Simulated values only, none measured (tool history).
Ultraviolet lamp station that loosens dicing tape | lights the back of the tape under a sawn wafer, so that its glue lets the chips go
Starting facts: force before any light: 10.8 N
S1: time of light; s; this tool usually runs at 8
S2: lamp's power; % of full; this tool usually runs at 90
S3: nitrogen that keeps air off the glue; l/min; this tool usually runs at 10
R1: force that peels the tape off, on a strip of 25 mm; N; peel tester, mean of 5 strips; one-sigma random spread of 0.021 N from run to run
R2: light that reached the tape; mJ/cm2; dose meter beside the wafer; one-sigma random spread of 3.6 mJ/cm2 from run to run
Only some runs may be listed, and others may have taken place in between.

run,hour,S1,S2,S3,R1,R2
1,0.0,8,90,10,1.318,526
2,17.4,8,90,10,1.301,522
3,33.0,8,88,10,1.278,500
4,60.4,8,88,10,1.386,497
5,87.1,8,90,12,1.154,511
6,108.6,8,90,6,1.952,501
7,135.0,8,90,6,1.927,501
8,160.6,8,90,8,1.698,496
9,183.3,8,90,8,1.656,499
10,196.9,8,90,8,1.636,501
11,223.1,8,90,8,1.636,493
12,241.3,8,62,10,2.643,342
13,260.7,8,62,10,2.691,339
14,274.3,8,90,10,1.464,481
15,301.1,8,90,10,1.593,473
16,327.1,8,90,10,1.625,473
17,339.6,8,90,4,2.782,471
18,358.7,8,90,4,2.508,515
19,382.6,8,90,4,2.586,516
20,401.1,12,98,11,0.410,830
21,421.8,12,98,11,0.430,824
22,433.5,6,100,3,3.697,420
23,446.3,6,100,3,3.708,418
24,458.0,7,100,4,2.733,487
25,474.9,7,100,4,2.619,486
26,502.0,5,90,10,2.902,308
27,518.4,9,90,8,1.378,551
28,543.5,5,82,10,3.226,281
29,558.4,11,82,13,0.745,605
30,571.2,11,100,13,0.469,743
31,598.6,11,100,13,0.473,733
32,618.6,9,66,10,2.113,398

Missing from the log above: 2 entries noted between runs. For each, name the pair of listed runs it sits between and say how the tool's hidden condition differs from the listed run just before to the listed run just after:
Run 14 -> run 15: window cleaned of glue's vapour (hour 276.2)
  lamp's light, % of a new lamp's: 88.9 -> 88.6; light that the window lets through, % of a clean one's: 93 -> 90.5
  difference, measured minus the result without the unlogged condition, R1: +0.464 -> +0.565 N; R2: -102 -> -118 mJ/cm2
Run 17 -> run 18: window cleaned of glue's vapour, once more (hour 358.6)
  lamp's light, % of a new lamp's: 88.1 -> 87.9; light that the window lets through, % of a clean one's: 90 -> 99.6
  difference, measured minus the result without the unlogged condition, R1: +0.797 -> +0.462 N; R2: -121 -> -74 mJ/cm2
